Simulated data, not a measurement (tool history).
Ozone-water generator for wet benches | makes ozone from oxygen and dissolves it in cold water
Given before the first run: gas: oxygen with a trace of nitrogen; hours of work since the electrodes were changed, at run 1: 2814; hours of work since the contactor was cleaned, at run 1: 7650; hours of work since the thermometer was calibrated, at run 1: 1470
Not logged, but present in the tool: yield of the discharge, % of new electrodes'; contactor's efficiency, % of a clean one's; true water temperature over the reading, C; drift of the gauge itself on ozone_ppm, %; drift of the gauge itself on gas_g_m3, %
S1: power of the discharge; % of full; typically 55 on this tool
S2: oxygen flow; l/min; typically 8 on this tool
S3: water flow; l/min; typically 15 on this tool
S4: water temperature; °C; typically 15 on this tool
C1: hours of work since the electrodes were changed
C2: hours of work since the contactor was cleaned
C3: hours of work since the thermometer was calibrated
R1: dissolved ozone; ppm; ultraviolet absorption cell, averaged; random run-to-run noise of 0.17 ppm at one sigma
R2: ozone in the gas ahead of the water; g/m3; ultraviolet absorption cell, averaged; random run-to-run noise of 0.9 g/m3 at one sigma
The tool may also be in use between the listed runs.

Run 1, hour 0: usual settings; C1 2814; C2 7650; C3 1470. Result: R1 22.4 ppm, R2 148 g/m3.
Run 2, hour 99.7: usual settings; C1 2894; C2 7730; C3 1550. Result: R1 22.7 ppm, R2 149.5 g/m3.
Run 3, hour 296: usual settings; C1 3050; C2 7886; C3 1706. Result: R1 22.6 ppm, R2 149 g/m3.
Run 4, hour 433.5: usual settings but S3 19 l/min; C1 3159; C2 7995; C3 1815. Result: R1 18.4 ppm, R2 150.3 g/m3.
Run 5, hour 552.1: usual settings but S4 16 °C; C1 3253; C2 8089; C3 1909. Result: R1 22 ppm, R2 148.8 g/m3.
Run 6, hour 758.3: usual settings but S4 16 °C; C1 3417; C2 8253; C3 2073. Result: R1 21.8 ppm, R2 150.7 g/m3.
Run 7, hour 908.7: usual settings but S2 4.51 l/min; C1 3537; C2 8373; C3 2193. Result: R1 22.7 ppm, R2 199.9 g/m3.
Run 8, hour 1005.2: usual settings; C1 3614; C2 8450; C3 2270. Result: R1 22.5 ppm, R2 150.1 g/m3.
Run 9, hour 1122.4: usual settings; C1 3707; C2 8543; C3 2363. Result: R1 22.4 ppm, R2 147.5 g/m3.
Run 10, hour 1322.1: usual settings; C1 3866; C2 8702; C3 2522. Result: R1 22.2 ppm, R2 149.9 g/m3.
Run 11, hour 1498.4: usual settings but S1 57 % of full; C1 4006; C2 8842; C3 2662. Result: R1 22.9 ppm, R2 153.9 g/m3.
Run 12, hour 1604.3: usual settings; C1 4090; C2 8926; C3 2746. Result: R1 22.3 ppm, R2 149.5 g/m3.
At hour 1619.5: water thermometer calibrated.
Run 13, hour 1740.7: usual settings; C1 4198; C2 9034; C3 96. Result: R1 22.1 ppm, R2 149.8 g/m3.
Run 14, hour 1896.8: usual settings; C1 4323; C2 9158; C3 221. Result: R1 22.3 ppm, R2 149.9 g/m3.
Run 15, hour 1981.9: usual settings; C1 4390; C2 9226; C3 288. Result: R1 22.2 ppm, R2 149.2 g/m3.
Run 16, hour 2091.7: usual settings; C1 4478; C2 9313; C3 376. Result: R1 22.1 ppm, R2 149.7 g/m3.
Run 17, hour 2277.9: usual settings; C1 4626; C2 9462; C3 524. Result: R1 22.3 ppm, R2 148.4 g/m3.
Run 18, hour 2480.9: usual settings; C1 4787; C2 9623; C3 685. Result: R1 22.5 ppm, R2 148.3 g/m3.
Run 19, hour 2577.6: usual settings but S1 74 % of full, S2 6.62 l/min, S3 14 l/min, S4 9 °C; C1 4864; C2 9700; C3 762. Result: R1 33.7 ppm, R2 208.7 g/m3.
Run 20, hour 2682.8: usual settings but S1 74 % of full, S2 6.62 l/min, S3 14 l/min, S4 9 °C; C1 4948; C2 9784; C3 846. Result: R1 33.6 ppm, R2 205.9 g/m3.
Run 21, hour 2810.3: usual settings but S1 51 % of full, S3 13 l/min; C1 5049; C2 9885; C3 947. Result: R1 23.5 ppm, R2 141.6 g/m3.
Run 22, hour 2917.1: usual settings but S3 22 l/min; C1 5134; C2 9970; C3 1032. Result: R1 16.2 ppm, R2 149.8 g/m3.
Run 23, hour 3047.5: usual settings but S3 22 l/min; C1 5238; C2 10074; C3 1136. Result: R1 16.4 ppm, R2 149.8 g/m3.
Run 24, hour 3148.4: usual settings but S3 22 l/min; C1 5318; C2 10154; C3 1216. Result: R1 16.3 ppm, R2 149.1 g/m3.
Run 25, hour 3256.2: usual settings but S1 49 % of full, S2 5.42 l/min, S3 12 l/min, S4 10 °C; C1 5404; C2 10240; C3 1302. Result: R1 27.2 ppm, R2 166.9 g/m3.
Run 26, hour 3354.5: usual settings but S2 4.56 l/min, S3 13 l/min; C1 5482; C2 10318; C3 1380. Result: R1 26 ppm, R2 198 g/m3.
Run 27, hour 3551.1: usual settings but S2 4.56 l/min, S3 13 l/min; C1 5638; C2 10474; C3 1536. Result: R1 25.6 ppm, R2 197.3 g/m3.
Run 28, hour 3691.6: usual settings but S2 4.56 l/min, S3 13 l/min; C1 5750; C2 10586; C3 1648. Result: R1 25.8 ppm, R2 198.7 g/m3.
Run 29, hour 3856.8: usual settings but S1 48 % of full, S2 8.35 l/min, S3 20 l/min, S4 19 °C; C1 5881; C2 10717; C3 1779. Result: R1 14.8 ppm, R2 131.8 g/m3.
Run 30, hour 4062.6: usual settings but S1 57 % of full, S2 5.3 l/min, S3 11 l/min; C1 6045; C2 10881; C3 1943. Result: R1 29.7 ppm, R2 188 g/m3.
Run 31, hour 4147.5: usual settings but S1 59 % of full, S4 20 °C; C1 6113; C2 10948; C3 2011. Result: R1 21.3 ppm, R2 158.3 g/m3.
At hour 4198.7: contactor cleaned.
Run 32, hour 4348: usual settings but S1 57 % of full; C1 6269; C2 119; C3 2167. Result: R1 23.3 ppm, R2 154 g/m3.
Run 33, hour 4547.1: usual settings but S1 80 % of full, S3 18 l/min; C1 6427; C2 277; C3 2325. Result: R1 26 ppm, R2 201.1 g/m3.

Entry by entry between the runs, the difference in hidden state between the last listed run before and the first listed run after:
In the gap between runs 12 and 13: water thermometer calibrated (hour 1619.5)
  no hidden state differs between the two runs
In the gap between runs 31 and 32: contactor cleaned (hour 4198.7)
  contactor's efficiency, % of a clean one's: 99.9 -> 100
